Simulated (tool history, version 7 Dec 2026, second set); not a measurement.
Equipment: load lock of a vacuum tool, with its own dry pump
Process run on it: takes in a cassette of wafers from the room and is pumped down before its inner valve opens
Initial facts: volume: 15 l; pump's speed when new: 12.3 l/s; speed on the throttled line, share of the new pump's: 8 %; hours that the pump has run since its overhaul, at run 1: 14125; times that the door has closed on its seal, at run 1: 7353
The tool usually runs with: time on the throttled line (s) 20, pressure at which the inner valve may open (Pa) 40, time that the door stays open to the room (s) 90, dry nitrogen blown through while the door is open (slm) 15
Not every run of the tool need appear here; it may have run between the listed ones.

run      day  time on the throttled line (s)  pressure at which the inner valve may open (Pa)  time that the door stays open to the room (s)  dry nitrogen blown through while the door is open (slm)  hours that the pump has run since its overhaul  times that the door has closed on its seal  incoming humidity of the room's air, %  time from the closed door until the inner valve may open (s)  rise of the pressure with all valves shut (Pa/min)
  1    0.000                              20                                               40                                             90                                                       15                                           14125                                        7353                                    43.7                                                          28.6                                               0.116
  2   14.646                              22                                               40                                             90                                                       15                                           14476                                        8453                                    43.9                                                          30.7                                               0.116
  3   23.758                              22                                               40                                             90                                                       15                                           14695                                        9137                                    43.5                                                          31.4                                               0.118
  4   42.133                              22                                               40                                             90                                                       15                                           15136                                       10517                                    46.2                                                          31.3                                               0.128
  5   59.942                              36                                               40                                             90                                                       15                                           15563                                       11854                                    41.2                                                          43.6                                               0.118
  6   69.854                              36                                               40                                             90                                                       15                                           15801                                       12599                                    46.4                                                          43.7                                               0.135
  7   89.071                              36                                               40                                             90                                                       15                                           16262                                       14042                                    41.7                                                          43.9                                               0.123
  8  103.262                              36                                               40                                             90                                                       15                                           16603                                       15108                                    44.7                                                          44.5                                               0.135
  9  118.904                              36                                               40                                             90                                                       15                                           16979                                       16282                                    45.7                                                          43.2                                               0.142
 10  128.533                              36                                               40                                             90                                                       15                                           17210                                       17005                                    46.4                                                          44.1                                               0.145
 11  143.279                              36                                               40                                             90                                                       15                                           17564                                       18112                                    42.9                                                          43.9                                               0.137
 12  162.596                              20                                               40                                             90                                                       15                                           18027                                       19563                                    48.0                                                          30.0                                               0.159
 13  179.108                              20                                               40                                             90                                                       15                                           18423                                       20803                                    46.3                                                          29.7                                               0.152
 14  190.812                              20                                               40                                             90                                                        9                                           18704                                       21682                                    43.7                                                          29.7                                               0.170
 15  204.138                              20                                               40                                             90                                                        9                                           19024                                       22682                                    44.4                                                          29.8                                               0.170
 16  218.317                              20                                               40                                             90                                                       15                                           19364                                       23747                                    46.3                                                          29.7                                               0.165
 17  233.292                              29                                               40                                             90                                                       15                                           19724                                       24872                                    46.0                                                          38.2                                               0.173
 18  251.575                              29                                               40                                            197                                                       15                                           20163                                       26245                                    43.3                                                          38.0                                               0.198
 19  269.692                              29                                               40                                            197                                                       15                                           20597                                       27605                                    46.7                                                          37.6                                               0.213
 20  287.133                              20                                               33                                             90                                                        7                                           21016                                       28915                                    43.2                                                          30.2                                               0.196
 21  301.962                              21                                               33                                             38                                                        7                                           21372                                       30028                                    45.4                                                          31.3                                               0.176
 22  319.083                              27                                               33                                             38                                                        7                                           21783                                       31314                                    42.9                                                          36.2                                               0.175
 23  334.979                              20                                               28                                             29                                                       15                                           22164                                       32508                                    44.0                                                          31.1                                               0.162
 24  350.825                              20                                               28                                             29                                                       10                                           22545                                       33698                                    41.9                                                          30.9                                               0.172
 25  360.004                              20                                               28                                             29                                                       10                                           22765                                       34387                                    42.9                                                          30.5                                               0.171
 26  369.975                              20                                               28                                             29                                                       10                                           23004                                       35136                                    44.1                                                          30.5                                               0.178
     383.779  -- dry pump taken out, an overhauled one fitted
 27  389.267                              12                                               31                                             40                                                       18                                             132                                       36566                                    46.8                                                          21.5                                               0.181
 28  398.125                              20                                               45                                             43                                                        5                                             344                                       37231                                    45.1                                                          28.0                                               0.219
 29  406.446                              10                                               40                                            122                                                       15                                             544                                       37856                                    45.5                                                          19.0                                               0.237
 30  422.325                              28                                               40                                             51                                                        7                                             925                                       39048                                    45.5                                                          35.6                                               0.230
 31  438.288                              20                                               40                                             90                                                        4                                            1308                                       40247                                    46.6                                                          27.9                                               0.264
 32  446.767                              16                                               40                                             90                                                        4                                            1512                                       40884                                    43.0                                                          24.1                                               0.255
 33  457.712                              16                                               40                                             90                                                        4                                            1774                                       41705                                    47.4                                                          24.3                                               0.275
 34  472.067                              16                                               40                                             90                                                        4                                            2119                                       42783                                    46.0                                                          24.5                                               0.273
 35  491.000                              23                                               40                                             90                                                       15                                            2573                                       44205                                    46.4                                                          31.5                                               0.258
 36  503.996                              20                                               38                                             90                                                       11                                            2885                                       45181                                    44.0                                                          28.1                                               0.265

For each entry between runs, how does the tool's hidden state at the last listed run before it compare with that at the first listed run after it?
Run 26 -> run 27: dry pump taken out, an overhauled one fitted (day 383.779)
  pump's speed, % of a new pump's: 78.8 -> 97.8; leak at the door's seal, Pa l/s: 0.0276 -> 0.0291
  the result without the hidden state subtracted from the measured one, time from the closed door until the inner valve may open (s): +2.2 -> +0.2; rise of the pressure with all valves shut (Pa/min): +0.102 -> +0.109
